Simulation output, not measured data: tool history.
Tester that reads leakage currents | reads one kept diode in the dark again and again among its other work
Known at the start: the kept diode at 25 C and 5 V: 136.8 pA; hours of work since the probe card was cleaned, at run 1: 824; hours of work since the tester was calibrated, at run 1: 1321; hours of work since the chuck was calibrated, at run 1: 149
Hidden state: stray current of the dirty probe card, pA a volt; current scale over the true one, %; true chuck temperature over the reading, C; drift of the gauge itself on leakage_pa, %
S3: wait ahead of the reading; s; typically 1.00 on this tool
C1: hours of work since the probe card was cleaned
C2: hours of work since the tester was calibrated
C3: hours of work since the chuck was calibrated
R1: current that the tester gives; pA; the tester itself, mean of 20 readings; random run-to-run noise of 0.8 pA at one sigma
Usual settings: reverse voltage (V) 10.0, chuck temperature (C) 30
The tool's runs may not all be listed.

{"run": 1, "hour": 0.0, "reverse voltage (V)": 10.0, "chuck temperature (C)": 30, "S3": 1.0, "C1": 824, "C2": 1321, "C3": 149, "R1": 264.59}
{"run": 2, "hour": 30.5, "reverse voltage (V)": 10.0, "chuck temperature (C)": 30, "S3": 1.0, "C1": 847, "C2": 1344, "C3": 173, "R1": 264.14}
{"run": 3, "hour": 72.7, "reverse voltage (V)": 10.0, "chuck temperature (C)": 30, "S3": 1.0, "C1": 880, "C2": 1377, "C3": 205, "R1": 263.72}
{"run": 4, "hour": 113.7, "reverse voltage (V)": 10.0, "chuck temperature (C)": 30, "S3": 1.0, "C1": 911, "C2": 1408, "C3": 237, "R1": 264.22}
{"run": 5, "hour": 146.8, "reverse voltage (V)": 10.0, "chuck temperature (C)": 30, "S3": 1.0, "C1": 937, "C2": 1434, "C3": 262, "R1": 263.6}
{"hour": 151.9, "done": "probe card cleaned and baked"}
{"run": 6, "hour": 186.9, "reverse voltage (V)": 10.0, "chuck temperature (C)": 30, "S3": 1.0, "C1": 27, "C2": 1462, "C3": 291, "R1": 265.4}
{"run": 7, "hour": 230.9, "reverse voltage (V)": 10.0, "chuck temperature (C)": 30, "S3": 1.0, "C1": 61, "C2": 1496, "C3": 325, "R1": 262.27}
{"run": 8, "hour": 263.4, "reverse voltage (V)": 10.0, "chuck temperature (C)": 30, "S3": 1.0, "C1": 86, "C2": 1521, "C3": 350, "R1": 263.32}
{"run": 9, "hour": 290.3, "reverse voltage (V)": 2.9, "chuck temperature (C)": 50, "S3": 3.27, "C1": 107, "C2": 1542, "C3": 370, "R1": 636.72}
{"run": 10, "hour": 319.0, "reverse voltage (V)": 2.9, "chuck temperature (C)": 50, "S3": 3.27, "C1": 129, "C2": 1564, "C3": 393, "R1": 636.06}
{"run": 11, "hour": 349.2, "reverse voltage (V)": 2.9, "chuck temperature (C)": 50, "S3": 3.27, "C1": 152, "C2": 1587, "C3": 416, "R1": 635.14}
{"run": 12, "hour": 371.7, "reverse voltage (V)": 4.5, "chuck temperature (C)": 32, "S3": 1.0, "C1": 169, "C2": 1605, "C3": 433, "R1": 216.13}
{"hour": 396.6, "done": "probe card cleaned and baked, once more"}
{"run": 13, "hour": 396.6, "reverse voltage (V)": 3.8, "chuck temperature (C)": 27, "S3": 9.08, "C1": 0, "C2": 1622, "C3": 450, "R1": 136.81}
{"run": 14, "hour": 429.6, "reverse voltage (V)": 3.8, "chuck temperature (C)": 51, "S3": 9.08, "C1": 25, "C2": 1647, "C3": 475, "R1": 748.25}
{"run": 15, "hour": 460.9, "reverse voltage (V)": 3.8, "chuck temperature (C)": 51, "S3": 9.08, "C1": 49, "C2": 1671, "C3": 499, "R1": 747.05}

Predict each of these 3 candidate next runs independently; none follows another, all start after run 15:
{"run": "A", "hour": 492.4, "reverse voltage (V)": 5.5, "chuck temperature (C)": 23, "S3": 1.0, "C1": 74, "C2": 1695, "C3": 524, "R1": "?"}
{"run": "B", "hour": 492.4, "reverse voltage (V)": 10.6, "chuck temperature (C)": 30, "S3": 2.54, "C1": 74, "C2": 1695, "C3": 524, "R1": "?"}
{"run": "C", "hour": 492.4, "reverse voltage (V)": 1.6, "chuck temperature (C)": 30, "S3": 6.25, "C1": 74, "C2": 1695, "C3": 524, "R1": "?"}

run=A R1=117.66
run=B R1=258.08
run=C R1=120.70
Take away the tool's hidden state, keep each run's random variation, and the runs would have read:
run=A R1=123.34
run=B R1=270.03
run=C R1=126.44

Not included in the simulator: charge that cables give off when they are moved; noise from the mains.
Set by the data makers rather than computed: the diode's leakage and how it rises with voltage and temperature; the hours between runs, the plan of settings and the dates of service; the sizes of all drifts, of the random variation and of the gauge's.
